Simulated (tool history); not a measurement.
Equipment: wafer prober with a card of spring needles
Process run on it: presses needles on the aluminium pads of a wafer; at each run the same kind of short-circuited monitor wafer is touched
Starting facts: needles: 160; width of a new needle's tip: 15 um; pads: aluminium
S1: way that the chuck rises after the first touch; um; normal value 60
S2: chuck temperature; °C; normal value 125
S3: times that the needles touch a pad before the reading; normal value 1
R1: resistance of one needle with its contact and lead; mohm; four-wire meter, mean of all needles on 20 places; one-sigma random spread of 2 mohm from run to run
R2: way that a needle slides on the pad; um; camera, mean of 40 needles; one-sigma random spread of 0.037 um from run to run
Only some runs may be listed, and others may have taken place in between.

{"run": 1, "hour": 0.0, "S1": 60, "S2": 125, "S3": 1, "R1": 224, "R2": 9.56}
{"hour": 6.7, "done": "tips cleaned on abrasive film"}
{"hour": 24.4, "done": "tips cleaned on abrasive film"}
{"hour": 40.8, "done": "tips cleaned on abrasive film"}
{"hour": 54.9, "done": "tips cleaned on abrasive film"}
{"run": 2, "hour": 64.9, "S1": 60, "S2": 125, "S3": 1, "R1": 221, "R2": 9.58}
{"hour": 72.0, "done": "tips cleaned on abrasive film"}
{"hour": 89.4, "done": "tips cleaned on abrasive film"}
{"hour": 106.6, "done": "tips cleaned on abrasive film"}
{"run": 3, "hour": 107.0, "S1": 44, "S2": 125, "S3": 1, "R1": 231, "R2": 6.99}
{"hour": 110.8, "done": "height of the first contact set anew"}
{"hour": 121.5, "done": "tips cleaned on abrasive film"}
{"hour": 139.0, "done": "tips cleaned on abrasive film"}
{"run": 4, "hour": 139.8, "S1": 60, "S2": 125, "S3": 1, "R1": 222, "R2": 9.59}
{"hour": 156.7, "done": "tips cleaned on abrasive film"}
{"hour": 173.7, "done": "tips cleaned on abrasive film"}
{"hour": 191.1, "done": "tips cleaned on abrasive film"}
{"run": 5, "hour": 194.9, "S1": 60, "S2": 125, "S3": 1, "R1": 223, "R2": 9.53}
{"hour": 205.6, "done": "tips cleaned on abrasive film"}
{"hour": 223.3, "done": "tips cleaned on abrasive film"}
{"hour": 240.9, "done": "tips cleaned on abrasive film"}
{"run": 6, "hour": 247.3, "S1": 60, "S2": 125, "S3": 1, "R1": 230, "R2": 9.55}
{"hour": 257.6, "done": "tips cleaned on abrasive film"}
{"hour": 275.3, "done": "tips cleaned on abrasive film"}
{"run": 7, "hour": 282.2, "S1": 60, "S2": 125, "S3": 1, "R1": 224, "R2": 9.58}
{"hour": 292.2, "done": "tips cleaned on abrasive film"}
{"hour": 309.4, "done": "tips cleaned on abrasive film"}
{"hour": 326.8, "done": "tips cleaned on abrasive film"}
{"run": 8, "hour": 328.1, "S1": 60, "S2": 49, "S3": 1, "R1": 204, "R2": 9.57}
{"hour": 341.7, "done": "tips cleaned on abrasive film"}
{"hour": 359.1, "done": "tips cleaned on abrasive film"}
{"hour": 376.8, "done": "tips cleaned on abrasive film"}
{"hour": 392.9, "done": "tips cleaned on abrasive film"}
{"run": 9, "hour": 392.9, "S1": 61, "S2": 125, "S3": 1, "R1": 223, "R2": 9.73}
{"hour": 410.4, "done": "tips cleaned on abrasive film"}
{"hour": 426.9, "done": "tips cleaned on abrasive film"}
{"hour": 444.0, "done": "tips cleaned on abrasive film"}
{"run": 10, "hour": 456.7, "S1": 61, "S2": 125, "S3": 1, "R1": 225, "R2": 9.75}
{"hour": 460.3, "done": "tips cleaned on abrasive film"}
{"hour": 477.5, "done": "tips cleaned on abrasive film"}
{"hour": 494.9, "done": "tips cleaned on abrasive film"}
{"run": 11, "hour": 507.9, "S1": 77, "S2": 125, "S3": 1, "R1": 219, "R2": 12.33}
{"hour": 511.6, "done": "tips cleaned on abrasive film"}
{"hour": 528.3, "done": "tips cleaned on abrasive film"}
{"hour": 528.6, "done": "height of the first contact set anew"}
{"hour": 544.6, "done": "tips cleaned on abrasive film"}
{"run": 12, "hour": 544.6, "S1": 77, "S2": 125, "S3": 1, "R1": 218, "R2": 12.28}
{"hour": 562.3, "done": "tips cleaned on abrasive film"}
{"hour": 580.0, "done": "tips cleaned on abrasive film"}
{"hour": 597.6, "done": "tips cleaned on abrasive film"}
{"run": 13, "hour": 608.9, "S1": 60, "S2": 125, "S3": 1, "R1": 222, "R2": 9.57}
{"hour": 611.9, "done": "tips cleaned on abrasive film"}
{"hour": 629.1, "done": "tips cleaned on abrasive film"}
{"hour": 646.7, "done": "tips cleaned on abrasive film"}
{"run": 14, "hour": 657.2, "S1": 60, "S2": 125, "S3": 1, "R1": 221, "R2": 9.58}
{"hour": 664.3, "done": "tips cleaned on abrasive film"}
{"hour": 681.9, "done": "tips cleaned on abrasive film"}
{"hour": 698.9, "done": "tips cleaned on abrasive film"}
{"run": 15, "hour": 711.2, "S1": 51, "S2": 35, "S3": 1, "R1": 206, "R2": 8.11}
{"hour": 714.8, "done": "tips cleaned on abrasive film"}
{"hour": 732.2, "done": "tips cleaned on abrasive film"}
{"hour": 749.9, "done": "tips cleaned on abrasive film"}
{"run": 16, "hour": 757.6, "S1": 50, "S2": 33, "S3": 1, "R1": 206, "R2": 7.97}
{"hour": 764.7, "done": "tips cleaned on abrasive film"}
{"hour": 782.4, "done": "tips cleaned on abrasive film"}
{"hour": 799.5, "done": "tips cleaned on abrasive film"}
{"hour": 816.8, "done": "tips cleaned on abrasive film"}
{"run": 17, "hour": 820.9, "S1": 50, "S2": 33, "S3": 1, "R1": 206, "R2": 7.97}
{"hour": 831.5, "done": "tips cleaned on abrasive film"}
{"hour": 845.7, "done": "tips cleaned on abrasive film"}
{"hour": 862.8, "done": "tips cleaned on abrasive film"}
{"run": 18, "hour": 876.6, "S1": 47, "S2": 81, "S3": 2, "R1": 222, "R2": 7.52}
{"hour": 880.2, "done": "tips cleaned on abrasive film"}
{"hour": 897.2, "done": "tips cleaned on abrasive film"}
{"hour": 914.9, "done": "tips cleaned on abrasive film"}
{"hour": 930.2, "done": "tips cleaned on abrasive film"}
{"run": 19, "hour": 930.2, "S1": 74, "S2": 125, "S3": 3, "R1": 220, "R2": 11.82}
{"hour": 944.5, "done": "height of the first contact set anew"}
{"hour": 948.1, "done": "tips cleaned on abrasive film"}
{"hour": 965.8, "done": "tips cleaned on abrasive film"}
{"hour": 983.5, "done": "tips cleaned on abrasive film"}
{"run": 20, "hour": 996.1, "S1": 60, "S2": 118, "S3": 1, "R1": 222, "R2": 9.56}
{"hour": 999.0, "done": "tips cleaned on abrasive film"}
{"hour": 1015.7, "done": "tips cleaned on abrasive film"}
{"hour": 1032.6, "done": "tips cleaned on abrasive film"}
{"hour": 1049.9, "done": "tips cleaned on abrasive film"}
{"run": 21, "hour": 1063.0, "S1": 43, "S2": 85, "S3": 1, "R1": 223, "R2": 6.83}
{"hour": 1066.6, "done": "tips cleaned on abrasive film"}
{"hour": 1083.7, "done": "tips cleaned on abrasive film"}
{"run": 22, "hour": 1095.4, "S1": 43, "S2": 32, "S3": 2, "R1": 209, "R2": 6.84}
{"hour": 1099.0, "done": "tips cleaned on abrasive film"}
{"hour": 1113.2, "done": "tips cleaned on abrasive film"}
{"hour": 1130.3, "done": "tips cleaned on abrasive film"}
{"hour": 1147.7, "done": "tips cleaned on abrasive film"}
{"run": 23, "hour": 1152.5, "S1": 43, "S2": 32, "S3": 2, "R1": 207, "R2": 6.93}
{"hour": 1163.2, "done": "tips cleaned on abrasive film"}
{"hour": 1177.3, "done": "tips cleaned on abrasive film"}
{"hour": 1194.6, "done": "tips cleaned on abrasive film"}
{"run": 24, "hour": 1205.0, "S1": 43, "S2": 32, "S3": 2, "R1": 207, "R2": 6.84}
{"hour": 1212.2, "done": "tips cleaned on abrasive film"}
{"hour": 1229.6, "done": "tips cleaned on abrasive film"}
{"hour": 1243.8, "done": "tips cleaned on abrasive film"}
{"run": 25, "hour": 1256.1, "S1": 56, "S2": 73, "S3": 1, "R1": 216, "R2": 8.91}
{"hour": 1259.2, "done": "tips cleaned on abrasive film"}
{"hour": 1276.8, "done": "tips cleaned on abrasive film"}
{"hour": 1294.0, "done": "tips cleaned on abrasive film"}
{"hour": 1308.1, "done": "tips cleaned on abrasive film"}
{"run": 26, "hour": 1320.3, "S1": 56, "S2": 73, "S3": 2, "R1": 210, "R2": 8.89}
{"hour": 1323.9, "done": "tips cleaned on abrasive film"}
{"hour": 1341.4, "done": "tips cleaned on abrasive film"}
{"run": 27, "hour": 1350.8, "S1": 60, "S2": 51, "S3": 2, "R1": 205, "R2": 9.57}

Below are 3 alternative next runs, each starting from the tool's condition after run 27. Predict each:
{"hour": 1357.9, "done": "tips cleaned on abrasive film"}
{"hour": 1361.1, "done": "height of the first contact set anew"}
{"hour": 1375.2, "done": "tips cleaned on abrasive film"}
{"hour": 1389.4, "done": "tips cleaned on abrasive film"}
{"run": "A", "hour": 1398.1, "S1": 47, "S2": 125, "S3": 1, "R1": "?", "R2": "?"}
{"hour": 1357.9, "done": "tips cleaned on abrasive film"}
{"hour": 1361.1, "done": "height of the first contact set anew"}
{"hour": 1375.2, "done": "tips cleaned on abrasive film"}
{"hour": 1389.4, "done": "tips cleaned on abrasive film"}
{"run": "B", "hour": 1398.1, "S1": 60, "S2": 125, "S3": 1, "R1": "?", "R2": "?"}
{"hour": 1357.9, "done": "tips cleaned on abrasive film"}
{"hour": 1361.1, "done": "height of the first contact set anew"}
{"hour": 1375.2, "done": "tips cleaned on abrasive film"}
{"hour": 1389.4, "done": "tips cleaned on abrasive film"}
{"run": "C", "hour": 1398.1, "S1": 71, "S2": 51, "S3": 1, "R1": "?", "R2": "?"}

run=A R1=230 R2=7.42
run=B R1=225 R2=9.56
run=C R1=205 R2=11.28
With the hidden condition removed and each run's random variation left untouched, the same runs would have given:
run=A R1=229 R2=7.42
run=B R1=225 R2=9.56
run=C R1=205 R2=11.28
